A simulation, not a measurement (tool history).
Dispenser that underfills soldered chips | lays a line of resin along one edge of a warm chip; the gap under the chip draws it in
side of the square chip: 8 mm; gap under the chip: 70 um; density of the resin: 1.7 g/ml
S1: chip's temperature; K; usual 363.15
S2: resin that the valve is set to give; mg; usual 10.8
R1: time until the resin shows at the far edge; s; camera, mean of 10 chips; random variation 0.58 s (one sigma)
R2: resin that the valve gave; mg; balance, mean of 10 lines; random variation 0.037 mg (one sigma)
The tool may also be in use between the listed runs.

run 1 day=0.000 | S1=363.15 S2=10.8 | R1=55.2 R2=10.61
run 2 day=0.262 | S1=363.15 S2=10.8 | R1=74.1 R2=10.62
-- day=0.350 new syringe of resin
run 3 day=0.500 | S1=363.15 S2=10.8 | R1=60.8 R2=10.54
run 4 day=0.733 | S1=363.15 S2=10.8 | R1=77.4 R2=10.51
-- day=0.829 new syringe of resin
run 5 day=0.942 | S1=363.15 S2=10.8 | R1=55.8 R2=10.55
run 6 day=1.229 | S1=363.15 S2=10.8 | R1=77.8 R2=10.41
-- day=1.300 new syringe of resin
run 7 day=1.496 | S1=363.15 S2=10.8 | R1=60.7 R2=10.45
run 8 day=1.725 | S1=363.15 S2=10.3 | R1=80.6 R2=9.94
-- day=1.767 new syringe of resin
run 9 day=2.104 | S1=363.15 S2=10.3 | R1=72.2 R2=9.91
-- day=2.238 new syringe of resin
run 10 day=2.450 | S1=363.15 S2=10.3 | R1=64.7 R2=9.89
run 11 day=2.612 | S1=363.15 S2=10.3 | R1=77.2 R2=9.84
-- day=2.717 new syringe of resin
run 12 day=2.846 | S1=363.15 S2=10.3 | R1=58.6 R2=9.83
run 13 day=3.117 | S1=369.15 S2=10.8 | R1=62.4 R2=10.36
-- day=3.196 new syringe of resin
-- day=3.238 dispensing valve cleaned and set on the balance
run 14 day=3.496 | S1=369.15 S2=10.8 | R1=53.0 R2=10.87
-- day=3.712 new syringe of resin
run 15 day=3.712 | S1=374.15 S2=9.2 | R1=35.7 R2=9.20
run 16 day=4.062 | S1=374.15 S2=9.2 | R1=51.7 R2=9.13
-- day=4.196 new syringe of resin
run 17 day=4.367 | S1=378.15 S2=12.1 | R1=36.1 R2=11.92
-- day=4.679 new syringe of resin
run 18 day=4.688 | S1=378.15 S2=12.1 | R1=29.5 R2=11.98
run 19 day=5.058 | S1=378.15 S2=12.1 | R1=43.1 R2=11.91
-- day=5.162 new syringe of resin
run 20 day=5.383 | S1=363.15 S2=12.6 | R1=61.1 R2=12.43
-- day=5.633 new syringe of resin
run 21 day=5.650 | S1=360.15 S2=10.8 | R1=55.8 R2=10.66
run 22 day=5.833 | S1=360.15 S2=10.8 | R1=68.1 R2=10.60
-- day=6.112 new syringe of resin
run 23 day=6.204 | S1=360.15 S2=10.8 | R1=62.5 R2=10.56
-- day=6.592 new syringe of resin
run 24 day=6.592 | S1=357.15 S2=10.8 | R1=61.0 R2=10.51

Forecast each of these 5 alternatives for the next run:
run A day=6.796 | S1=370.15 S2=12.4 | R1=? R2=?
run B day=6.796 | S1=357.15 S2=11.7 | R1=? R2=?
run C day=6.796 | S1=364.15 S2=10.8 | R1=? R2=?
run D day=6.796 | S1=357.15 S2=13.8 | R1=? R2=?
run E day=6.796 | S1=364.15 S2=10.8 | R1=? R2=?

run=A R1=48.0 R2=12.01
run=B R1=76.0 R2=11.28
run=C R1=57.9 R2=10.49
run=D R1=74.6 R2=13.44
run=E R1=58.8 R2=10.56
Without the tool's hidden state the same runs would have given:
run=A R1=38.9 R2=12.36
run=B R1=61.7 R2=11.60
run=C R1=46.8 R2=10.80
run=D R1=60.7 R2=13.82
run=E R1=47.6 R2=10.86
